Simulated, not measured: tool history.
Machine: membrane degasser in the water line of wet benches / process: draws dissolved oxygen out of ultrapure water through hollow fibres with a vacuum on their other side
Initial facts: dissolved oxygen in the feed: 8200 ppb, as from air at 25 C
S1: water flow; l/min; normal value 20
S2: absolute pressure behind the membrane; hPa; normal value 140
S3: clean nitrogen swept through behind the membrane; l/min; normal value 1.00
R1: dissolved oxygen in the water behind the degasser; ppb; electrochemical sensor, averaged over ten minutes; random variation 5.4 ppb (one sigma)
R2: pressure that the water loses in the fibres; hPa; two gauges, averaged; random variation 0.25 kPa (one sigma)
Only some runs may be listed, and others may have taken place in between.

run,day,S1,S2,S3,R1,R2
1,0.000,20,140,1.00,597.6,685.8
2,1.996,20,140,1.00,593.1,677.4
3,3.517,13,140,1.00,358.6,444.1
4,4.846,13,140,1.00,363.4,441.9
5,5.917,20,140,1.00,588.9,676.4
6,8.208,20,140,1.43,472.8,673.3
7,9.612,20,140,1.43,481.0,673.4
8,11.633,20,140,1.43,475.5,674.5
9,13.517,20,140,1.97,395.6,671.7
10,15.329,15,140,1.97,261.7,504.3
11,16.508,24,87,1.70,394.9,803.7
12,18.454,26,139,1.59,624.6,870.1
# day 20.458: gauge calibrated
13,20.650,23,140,0.45,1097.4,787.4
14,21.792,20,201,1.00,825.8,685.5
15,23.475,20,201,1.00,821.2,674.3
16,25.433,20,201,1.00,828.5,675.9
17,27.271,25,158,0.47,1326.4,852.8

3 options for the next run, each taken on its own from the tool as it stands now. Forecast them:
A,28.338,30,140,1.00,?,?
B,28.338,13,158,0.47,?,?
C,28.338,24,274,0.46,?,?

run,R1,R2
A,945.4,1018.5
B,739.5,436.9
C,2056.1,812.9
Stripped of hidden state, with their random variation kept, the same runs would have yielded:
run,R1,R2
A,944.7,1027.2
B,738.8,440.7
C,2055.6,819.8
